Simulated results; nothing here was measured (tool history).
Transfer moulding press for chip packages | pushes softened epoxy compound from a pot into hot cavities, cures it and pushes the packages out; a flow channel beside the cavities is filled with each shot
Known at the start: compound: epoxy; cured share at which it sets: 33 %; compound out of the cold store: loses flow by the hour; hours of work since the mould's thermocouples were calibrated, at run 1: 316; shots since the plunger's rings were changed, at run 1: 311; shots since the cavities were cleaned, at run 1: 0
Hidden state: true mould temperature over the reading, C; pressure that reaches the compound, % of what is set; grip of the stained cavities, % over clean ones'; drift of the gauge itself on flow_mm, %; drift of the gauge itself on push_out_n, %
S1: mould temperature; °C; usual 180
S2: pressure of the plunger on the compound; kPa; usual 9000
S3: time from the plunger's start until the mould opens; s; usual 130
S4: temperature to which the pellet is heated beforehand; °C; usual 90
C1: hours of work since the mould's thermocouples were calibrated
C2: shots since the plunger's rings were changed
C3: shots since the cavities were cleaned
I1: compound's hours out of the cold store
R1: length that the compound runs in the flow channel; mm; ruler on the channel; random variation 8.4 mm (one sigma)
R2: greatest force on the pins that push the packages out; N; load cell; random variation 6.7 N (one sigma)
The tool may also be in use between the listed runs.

run	hour	S1	S2	S3	S4	C1	C2	C3	I1	R1	R2
1	0.0	180	9000	130	90	316	311	0	45.0	875	272
2	16.0	176	9000	130	90	324	441	130	22.1	1005	402
3	28.3	176	9000	130	90	331	540	229	46.4	882	438
4	44.2	176	9000	130	90	339	669	358	32.3	953	491
5	56.0	180	9000	130	90	346	764	453	11.5	1039	452
6	67.3	180	9000	112	90	352	856	545	45.5	855	528
7	76.6	180	9000	112	90	357	931	620	9.2	1038	591
8	93.9	180	9000	112	90	366	1071	760	10.1	1031	608
# hour 105.6: cavities cleaned with cleaning compound and waxed
9	108.7	180	9000	112	90	373	1179	26	9.1	1051	364
10	123.6	180	6970	130	90	381	1299	146	14.6	891	355
11	134.1	180	9000	130	90	386	1384	231	47.3	848	370
12	146.9	180	9000	130	90	393	1488	335	8.2	1029	437
13	156.4	180	9000	130	90	398	1564	411	15.6	993	444
14	174.3	180	9000	160	90	408	1709	556	23.0	955	418
15	187.5	180	9000	160	90	415	1816	663	42.6	850	427
# hour 190.8: mould's thermocouples calibrated
16	198.2	185	10120	137	96	4	1886	733	27.9	967	446

Run 17 comes next. What will it give?
# hour 213.0: cavities cleaned with cleaning compound and waxed
17	213.1	178	8460	111	92	11	1995	1	27.3	?	?

Run 17 gave R1 911 mm, R2 406 N.
Without the tool's hidden state the same run would have given R1 945 mm, R2 367 N.
